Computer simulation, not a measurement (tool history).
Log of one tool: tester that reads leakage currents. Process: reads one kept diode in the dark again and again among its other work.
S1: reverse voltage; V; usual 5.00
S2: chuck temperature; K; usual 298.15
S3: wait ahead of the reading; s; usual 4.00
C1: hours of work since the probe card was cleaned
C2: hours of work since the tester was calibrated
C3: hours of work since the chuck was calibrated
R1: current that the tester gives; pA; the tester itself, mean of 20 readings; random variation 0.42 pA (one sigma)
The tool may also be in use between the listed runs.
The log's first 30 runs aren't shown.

run	day	S1	S2	S3	C1	C2	C3	R1
31	66.671	5.00	298.15	1.85	233	1211	1051	131.36
32	67.996	8.74	298.15	4.00	247	1225	1065	165.64
33	70.788	12.85	327.15	5.76	276	1253	1093	1995.37
34	72.788	12.85	327.15	5.76	296	1274	1114	1992.87
35	74.642	12.85	327.15	5.76	315	1293	1133	1996.74
36	76.592	12.85	327.15	5.76	336	1313	1153	1991.06
37	78.038	2.63	305.15	5.74	351	1328	1168	182.10
38	79.462	15.63	303.15	5.50	365	1343	1183	323.85
39	82.012	1.04	295.15	1.76	392	1369	1209	51.70

5 ways to go on from here, each from the tool as it stands after run 39. What would each give?
A	84.304	1.04	311.15	5.94	415	1393	1233	?
B	84.304	13.74	328.15	4.00	415	1393	1233	?
C	84.304	2.25	308.15	8.63	415	1393	1233	?
D	84.304	6.18	327.15	1.68	415	1393	1233	?
E	84.304	7.51	312.15	1.34	415	1393	1233	?

run	R1
A	202.68
B	2191.04
C	216.97
D	1461.19
E	501.47
Without the tool's hidden state the same runs would have given:
run	R1
A	218.78
B	2348.22
C	234.45
D	1566.84
E	540.63
